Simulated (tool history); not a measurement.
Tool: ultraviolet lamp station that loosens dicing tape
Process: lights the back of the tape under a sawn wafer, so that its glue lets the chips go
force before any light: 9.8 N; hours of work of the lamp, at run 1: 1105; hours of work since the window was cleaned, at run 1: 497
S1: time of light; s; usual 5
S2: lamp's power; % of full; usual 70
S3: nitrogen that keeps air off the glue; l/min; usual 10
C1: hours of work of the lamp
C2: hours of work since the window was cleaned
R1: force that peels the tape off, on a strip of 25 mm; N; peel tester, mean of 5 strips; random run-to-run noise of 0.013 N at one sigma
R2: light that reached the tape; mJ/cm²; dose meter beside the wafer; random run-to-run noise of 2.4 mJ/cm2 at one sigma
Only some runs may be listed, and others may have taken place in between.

run	day	S1	S2	S3	C1	C2	R1	R2
1	0.000	5	70	10	1105	497	1.742	157
2	2.346	5	70	10	1140	532	1.807	156
3	5.058	5	70	10	1180	572	1.904	152
4	8.171	5	70	10	1226	619	1.888	145
5	10.275	5	70	16	1258	650	1.598	143
6	12.542	5	70	10	1291	684	2.123	139
# day 13.504: window cleaned of glue's vapour
7	14.433	5	70	10	1319	14	1.639	156
8	16.050	5	70	10	1343	38	1.768	154
9	17.925	7	70	10	1371	66	0.975	213
10	19.504	5	65	10	1395	89	2.096	141
11	22.479	5	70	10	1439	134	1.926	146
12	24.425	5	70	10	1468	163	1.887	142
# day 24.725: lamp changed
13	27.079	5	70	10	35	201	0.716	239
14	29.442	5	69	10	70	237	0.775	232
15	30.775	5	69	10	90	256	0.802	231
16	32.746	5	69	10	119	286	0.821	227
17	34.329	5	72	10	143	309	0.773	236
18	35.871	5	72	10	166	332	0.779	229
19	37.346	5	72	10	188	354	0.782	230
20	38.667	5	72	10	207	374	0.827	230
21	41.858	9	70	10	255	421	0.176	389
22	44.800	9	70	10	299	465	0.202	380
23	46.850	2	60	7	329	496	4.781	75
24	48.442	2	87	7	353	519	3.577	101
25	50.346	2	84	18	381	548	2.708	97
26	52.179	9	63	5	409	575	0.624	321
27	55.275	5	70	5	455	621	1.780	199
28	56.608	4	94	18	474	641	0.718	207
29	58.092	6	93	11	497	663	0.352	307
30	59.612	6	66	6	519	685	1.372	217
# day 60.504: window cleaned of glue's vapour
31	62.088	6	67	6	556	24	1.018	242
32	64.767	2	88	5	596	63	4.019	107
33	67.592	9	74	6	638	105	0.326	385
34	69.196	9	74	9	661	129	0.232	373
35	71.721	9	85	9	699	167	0.164	423
36	74.750	9	63	11	744	212	0.338	312
37	76.221	3	62	11	766	234	3.074	98
38	78.625	3	62	11	802	270	3.278	99
39	80.871	2	95	10	835	303	3.220	97
40	83.308	4	87	10	871	339	1.365	180
41	85.258	8	70	10	900	368	0.485	279
42	88.212	3	70	5	944	412	4.119	101
43	90.867	2	78	10	984	452	4.238	74
44	93.521	2	78	10	1023	491	4.404	73

Had the tool no unlogged condition, and each run kept its random variation, what would the results have been?
The hidden state here: lamp's light, % of a new lamp's; light that the window lets through, % of a clean one's; drift of the gauge itself on peel_n, %; drift of the gauge itself on dose_mj_cm2, %.
run	R1	R2
1	0.611	256
2	0.612	259
3	0.623	258
4	0.592	255
5	0.412	257
6	0.627	255
7	0.576	255
8	0.605	256
9	0.240	359
10	0.727	240
11	0.589	257
12	0.565	255
13	0.604	255
14	0.627	253
15	0.634	254
16	0.625	253
17	0.572	266
18	0.558	262
19	0.542	266
20	0.565	268
21	0.107	463
22	0.120	463
23	4.049	92
24	2.782	127
25	1.931	123
26	0.313	414
27	1.050	261
28	0.330	276
29	0.154	413
30	0.694	295
31	0.631	297
32	3.205	133
33	0.161	491
34	0.119	484
35	0.088	558
36	0.139	421
37	2.026	134
38	2.114	138
39	2.047	138
40	0.594	259
41	0.162	411
42	2.617	153
43	2.716	114
44	2.766	115
